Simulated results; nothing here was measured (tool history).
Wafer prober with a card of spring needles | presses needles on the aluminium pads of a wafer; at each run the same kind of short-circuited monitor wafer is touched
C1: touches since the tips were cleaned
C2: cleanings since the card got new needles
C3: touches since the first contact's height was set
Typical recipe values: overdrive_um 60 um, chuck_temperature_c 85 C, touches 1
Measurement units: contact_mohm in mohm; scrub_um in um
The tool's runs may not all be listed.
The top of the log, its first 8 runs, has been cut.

Run 9, hour 126.2: usual settings; C1 5416; C2 37; C3 146258. Result: contact_mohm 193 mohm, scrub_um 13.08 um.
At hour 132.6: tips cleaned on abrasive film.
Run 10, hour 141.7: usual settings; C1 4308; C2 38; C3 153547. Result: contact_mohm 191 mohm, scrub_um 13.03 um.
At hour 150.9: tips cleaned on abrasive film.
Run 11, hour 159.2: usual settings; C1 3952; C2 39; C3 161789. Result: contact_mohm 188 mohm, scrub_um 13 um.
At hour 161.4: height of the first contact set anew.
At hour 169: tips cleaned on abrasive film.
Run 12, hour 180.1: usual settings but overdrive_um 51 um; C1 5248; C2 40; C3 8770. Result: contact_mohm 208 mohm, scrub_um 10.67 um.
At hour 187: tips cleaned on abrasive film.
Run 13, hour 191.8: usual settings but overdrive_um 51 um; C1 2295; C2 41; C3 14296. Result: contact_mohm 192 mohm, scrub_um 10.62 um.
At hour 205.6: tips cleaned on abrasive film.
Run 14, hour 212.5: usual settings but overdrive_um 51 um; C1 3247; C2 42; C3 24015. Result: contact_mohm 200 mohm, scrub_um 10.61 um.
At hour 224.2: tips cleaned on abrasive film.
Run 15, hour 227.2: usual settings but overdrive_um 51 um; C1 1419; C2 43; C3 30962. Result: contact_mohm 185 mohm, scrub_um 10.54 um.
At hour 229.7: height of the first contact set anew, once more.
Run 16, hour 238.5: usual settings but overdrive_um 51 um; C1 6598; C2 43; C3 4169. Result: contact_mohm 206 mohm, scrub_um 11.46 um.
At hour 243.6: tips cleaned on abrasive film.
Run 17, hour 257.5: usual settings but overdrive_um 51 um; C1 6553; C2 44; C3 13125. Result: contact_mohm 207 mohm, scrub_um 11.42 um.
At hour 262: tips cleaned on abrasive film.
Run 18, hour 278.8: usual settings but overdrive_um 51 um; C1 7987; C2 45; C3 23187. Result: contact_mohm 213 mohm, scrub_um 11.4 um.
At hour 280.5: tips cleaned on abrasive film.
Run 19, hour 294.6: usual settings but overdrive_um 51 um; C1 6685; C2 46; C3 30617. Result: contact_mohm 207 mohm, scrub_um 11.39 um.
At hour 298.5: tips cleaned on abrasive film.
Run 20, hour 309.3: usual settings but overdrive_um 51 um; C1 5150; C2 47; C3 37535. Result: contact_mohm 205 mohm, scrub_um 11.36 um.
At hour 316.5: tips cleaned on abrasive film.
Run 21, hour 320.1: usual settings but overdrive_um 51 um, touches 2; C1 1694; C2 48; C3 42589. Result: contact_mohm 175 mohm, scrub_um 11.3 um.
At hour 334.8: tips cleaned on abrasive film.
Run 22, hour 337.2: usual settings but overdrive_um 51 um, touches 2; C1 1148; C2 49; C3 50636. Result: contact_mohm 175 mohm, scrub_um 11.26 um.
Run 23, hour 346.4: usual settings but overdrive_um 51 um, touches 2; C1 5485; C2 49; C3 54973. Result: contact_mohm 191 mohm, scrub_um 11.32 um.
At hour 352.3: tips cleaned on abrasive film.
Run 24, hour 360.8: usual settings but overdrive_um 61 um; C1 3999; C2 50; C3 61758. Result: contact_mohm 189 mohm, scrub_um 13.52 um.
At hour 370.4: tips cleaned on abrasive film.
Run 25, hour 380.6: usual settings but overdrive_um 50 um, chuck_temperature_c 54 C, touches 2; C1 4833; C2 51; C3 71085. Result: contact_mohm 187 mohm, scrub_um 11.03 um.
At hour 389.1: tips cleaned on abrasive film.
Run 26, hour 395.1: usual settings but overdrive_um 52 um, chuck_temperature_c 105 C, touches 2; C1 2819; C2 52; C3 77886. Result: contact_mohm 183 mohm, scrub_um 11.45 um.
At hour 407.2: tips cleaned on abrasive film.
Run 27, hour 414.5: usual settings but overdrive_um 40 um; C1 3455; C2 53; C3 87063. Result: contact_mohm 223 mohm, scrub_um 8.72 um.
At hour 425.5: tips cleaned on abrasive film.
Run 28, hour 430.6: usual settings but overdrive_um 40 um, chuck_temperature_c 74 C; C1 2442; C2 54; C3 94628. Result: contact_mohm 210 mohm, scrub_um 8.73 um.
Run 29, hour 440.4: usual settings but chuck_temperature_c 60 C, touches 2; C1 7062; C2 54; C3 99248. Result: contact_mohm 181 mohm, scrub_um 13.15 um.
At hour 444.1: tips cleaned on abrasive film.
Run 30, hour 455.8: usual settings but touches 2; C1 5584; C2 55; C3 106530. Result: contact_mohm 180 mohm, scrub_um 13.14 um.
At hour 463: tips cleaned on abrasive film.
Run 31, hour 476.9: usual settings but overdrive_um 42 um, chuck_temperature_c 89 C, touches 2; C1 6583; C2 56; C3 116448. Result: contact_mohm 209 mohm, scrub_um 9.14 um.
At hour 480.9: tips cleaned on abrasive film.
Run 32, hour 485.7: usual settings but overdrive_um 58 um, touches 3; C1 2291; C2 57; C3 120592. Result: contact_mohm 171 mohm, scrub_um 12.61 um.

Branching from run 32: 3 alternative next runs. What would each branch give?
At hour 498.8: tips cleaned on abrasive film.
Run A, hour 505.9: usual settings but overdrive_um 58 um, chuck_temperature_c 32 C, touches 2; C1 3360; C2 58; C3 130107. Result: contact_mohm ?, scrub_um ?.
At hour 498.8: tips cleaned on abrasive film.
Run B, hour 505.9: usual settings but overdrive_um 46 um, chuck_temperature_c 27 C; C1 3360; C2 58; C3 130107. Result: contact_mohm ?, scrub_um ?.
At hour 498.8: tips cleaned on abrasive film.
Run C, hour 505.9: usual settings but touches 2; C1 3360; C2 58; C3 130107. Result: contact_mohm ?, scrub_um ?.

run  contact_mohm  scrub_um
  A           168     12.67
  B           192     10.03
  C           177     13.12
What these runs would have given with no unlogged condition in the tool:
run  contact_mohm  scrub_um
  A           150     13.01
  B           150     10.37
  C           162     13.46
